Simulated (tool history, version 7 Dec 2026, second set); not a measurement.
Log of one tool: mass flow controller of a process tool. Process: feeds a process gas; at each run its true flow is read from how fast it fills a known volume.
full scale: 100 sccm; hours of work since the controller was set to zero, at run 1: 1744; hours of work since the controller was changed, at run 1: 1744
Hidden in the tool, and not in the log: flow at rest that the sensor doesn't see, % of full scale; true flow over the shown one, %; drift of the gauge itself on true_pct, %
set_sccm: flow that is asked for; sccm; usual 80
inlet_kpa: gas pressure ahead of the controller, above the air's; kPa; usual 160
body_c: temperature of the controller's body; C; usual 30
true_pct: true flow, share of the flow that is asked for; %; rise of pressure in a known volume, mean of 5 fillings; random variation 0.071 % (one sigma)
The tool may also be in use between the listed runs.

run	hour	set_sccm	inlet_kpa	body_c	hours of work since the controller was set to zero	hours of work since the controller was changed	true_pct
1	0.0	80	160	30	1744	1744	99.70
2	90.2	24	160	30	1800	1800	98.92
3	216.3	24	160	30	1878	1878	99.01
4	345.9	24	160	30	1958	1958	98.83
5	459.6	24	160	30	2028	2028	99.02
6	633.4	24	160	30	2135	2135	99.11
7	776.5	24	174	30	2224	2224	99.02
8	876.3	80	160	30	2285	2285	99.81
9	979.7	80	160	30	2349	2349	99.58
10	1112.6	80	160	30	2431	2431	99.64
11	1212.3	13	180	29	2493	2493	98.67
12	1362.7	31	197	30	2586	2586	99.35
13	1432.8	31	197	30	2629	2629	99.29
14	1514.5	31	194	31	2680	2680	99.36
15	1670.1	31	194	31	2776	2776	99.21
16	1812.3	13	194	32	2864	2864	99.12
17	1892.0	18	221	28	2913	2913	99.22
18	2063.0	81	271	24	3019	3019	100.22
19	2216.4	81	266	25	3113	3113	100.20
20	2349.2	81	266	25	3195	3195	100.09

3 ways to go on from here, each from the tool as it stands after run 20. What would each give?
A	2522.3	16	198	23	3302	3302	?
B	2522.3	81	266	32	3302	3302	?
C	2522.3	19	160	23	3302	3302	?

run	true_pct
A	98.74
B	100.51
C	98.54
Without the tool's hidden state the same runs would have given:
run	true_pct
A	98.76
B	100.52
C	98.56
